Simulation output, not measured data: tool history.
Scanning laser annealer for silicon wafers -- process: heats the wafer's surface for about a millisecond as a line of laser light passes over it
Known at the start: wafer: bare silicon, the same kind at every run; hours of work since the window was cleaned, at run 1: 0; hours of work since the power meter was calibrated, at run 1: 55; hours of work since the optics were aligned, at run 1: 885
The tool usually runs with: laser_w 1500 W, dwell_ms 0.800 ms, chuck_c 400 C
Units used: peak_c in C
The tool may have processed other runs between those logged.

| run | hour | laser_w | dwell_ms | chuck_c | hours of work since the window was cleaned | hours of work since the power meter was calibrated | hours of work since the optics were aligned | peak_c |
|---|---|---|---|---|---|---|---|---|
| 1 | 0.0 | 1500 | 0.800 | 400 | 0 | 55 | 885 | 1110 |
| 2 | 31.7 | 1500 | 0.800 | 400 | 16 | 71 | 901 | 1113 |
| 3 | 79.6 | 1500 | 0.800 | 400 | 40 | 95 | 925 | 1110 |
| 4 | 122.4 | 1500 | 0.735 | 400 | 61 | 116 | 946 | 1079 |
| 5 | 143.6 | 1500 | 0.735 | 400 | 71 | 127 | 956 | 1077 |
| 6 | 167.7 | 1500 | 0.800 | 400 | 83 | 139 | 968 | 1111 |
| 7 | 210.8 | 1500 | 0.800 | 400 | 105 | 160 | 990 | 1112 |
| 8 | 234.6 | 1500 | 0.800 | 400 | 116 | 172 | 1002 | 1110 |
| 9 | 281.8 | 1500 | 0.800 | 400 | 140 | 195 | 1025 | 1114 |
| 10 | 330.7 | 1500 | 0.800 | 378 | 164 | 220 | 1049 | 1088 |
| 11 | 371.0 | 1500 | 0.800 | 400 | 184 | 239 | 1069 | 1113 |
| 12 | 402.6 | 1500 | 0.800 | 400 | 200 | 255 | 1085 | 1113 |
| 13 | 445.5 | 1500 | 0.800 | 399 | 221 | 276 | 1106 | 1109 |
|  | 458.6 | optics aligned, line set to its width |
| 14 | 490.6 | 1500 | 0.800 | 399 | 241 | 296 | 16 | 1111 |
| 15 | 513.4 | 1500 | 0.800 | 399 | 252 | 308 | 27 | 1110 |
| 16 | 538.5 | 1620 | 0.824 | 370 | 265 | 320 | 40 | 1152 |
| 17 | 577.8 | 1360 | 0.824 | 388 | 284 | 340 | 59 | 1042 |
| 18 | 618.9 | 1579 | 0.600 | 433 | 305 | 360 | 80 | 1071 |
| 19 | 643.8 | 1577 | 0.800 | 381 | 317 | 372 | 92 | 1132 |
| 20 | 692.1 | 1433 | 0.765 | 413 | 341 | 396 | 116 | 1074 |
| 21 | 715.0 | 1647 | 0.743 | 415 | 353 | 408 | 127 | 1167 |
| 22 | 742.1 | 1647 | 0.852 | 406 | 366 | 421 | 141 | 1212 |
| 23 | 781.7 | 1647 | 0.852 | 406 | 386 | 441 | 160 | 1218 |
| 24 | 805.4 | 1647 | 0.852 | 406 | 397 | 453 | 172 | 1214 |
| 25 | 839.1 | 1461 | 0.972 | 409 | 414 | 469 | 189 | 1181 |
| 26 | 863.8 | 1461 | 0.972 | 409 | 426 | 482 | 201 | 1181 |
| 27 | 888.2 | 1529 | 0.800 | 413 | 439 | 494 | 213 | 1140 |
| 28 | 916.6 | 1574 | 0.800 | 414 | 453 | 508 | 227 | 1160 |

Describe how what the log doesn't record of the tool's condition differs between the last listed run preceding each entry between runs and the first listed run following it.
In the gap between runs 13 and 14: optics aligned, line set to its width (hour 458.6)
  light that passes the window, % of a clean one's: 99.98 -> 99.97; width of the line over the set one, %: 0.06 -> 0.01
